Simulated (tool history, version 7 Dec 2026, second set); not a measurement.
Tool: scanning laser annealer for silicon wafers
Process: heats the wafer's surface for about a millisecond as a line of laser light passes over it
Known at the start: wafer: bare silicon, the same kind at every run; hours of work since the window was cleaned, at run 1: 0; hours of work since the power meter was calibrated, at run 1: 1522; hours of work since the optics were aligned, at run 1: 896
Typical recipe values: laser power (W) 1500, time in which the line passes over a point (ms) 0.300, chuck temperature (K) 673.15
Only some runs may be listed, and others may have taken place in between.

run   hour  laser power (W)  time in which the line passes over a point (ms)  chuck temperature (K)  hours of work since the window was cleaned  hours of work since the power meter was calibrated  hours of work since the optics were aligned  highest temperature of the surface (K)
  1    0.0             1500                                            0.300                 673.15                                           0                                                1522                                          896                                 1378.15
  2   46.6             1500                                            0.300                 673.15                                          35                                                1557                                          931                                 1373.15
  3   76.4             1500                                            0.300                 673.15                                          58                                                1579                                          954                                 1374.15
  4  123.2             1392                                            0.300                 673.15                                          93                                                1614                                          989                                 1315.15
  5  151.5             1392                                            0.300                 673.15                                         114                                                1635                                         1010                                 1307.15
  6  198.9             1392                                            0.300                 673.15                                         150                                                1671                                         1046                                 1311.15
  7  243.1             1500                                            0.300                 649.15                                         183                                                1704                                         1079                                 1345.15
  8  274.9             1500                                            0.300                 664.15                                         207                                                1728                                         1103                                 1360.15
  9  305.1             1500                                            0.300                 664.15                                         230                                                1751                                         1126                                 1361.15
 10  370.1             1500                                            0.211                 635.15                                         279                                                1800                                         1175                                 1203.15
 11  399.1             1500                                            0.211                 635.15                                         300                                                1822                                         1196                                 1200.15
 12  436.3             1510                                            0.250                 700.15                                         328                                                1849                                         1224                                 1330.15
 13  499.8             1510                                            0.250                 700.15                                         376                                                1897                                         1272                                 1326.15
     524.9  -- optics aligned, line set to its width
 14  537.5             1486                                            0.355                 712.15                                         401                                                1922                                            9                                 1483.15
 15  583.0             1441                                            0.320                 666.15                                         435                                                1956                                           44                                 1363.15
 16  618.0             1635                                            0.320                 679.15                                         461                                                1982                                           70                                 1493.15
 17  680.6             1497                                            0.300                 703.15                                         508                                                2029                                          117                                 1403.15

Below are 5 alternative next runs, each starting from the tool's condition after run 17. Predict each:
  A  736.1             1380                                            0.300                 651.15                                         550                                                2071                                          159                                       ?
  B  736.1             1619                                            0.300                 661.15                                         550                                                2071                                          159                                       ?
  C  736.1             1610                                            0.289                 673.15                                         550                                                2071                                          159                                       ?
  D  736.1             1500                                            0.299                 673.15                                         550                                                2071                                          159                                       ?
  E  736.1             1621                                            0.285                 676.15                                         550                                                2071                                          159                                       ?

run  highest temperature of the surface (K)
  A                                 1283.15
  B                                 1431.15
  C                                 1420.15
  D                                 1372.15
  E                                 1425.15
What these runs would have given with no unlogged condition in the tool:
run  highest temperature of the surface (K)
  A                                 1291.15
  B                                 1440.15
  C                                 1429.15
  D                                 1381.15
  E                                 1434.15

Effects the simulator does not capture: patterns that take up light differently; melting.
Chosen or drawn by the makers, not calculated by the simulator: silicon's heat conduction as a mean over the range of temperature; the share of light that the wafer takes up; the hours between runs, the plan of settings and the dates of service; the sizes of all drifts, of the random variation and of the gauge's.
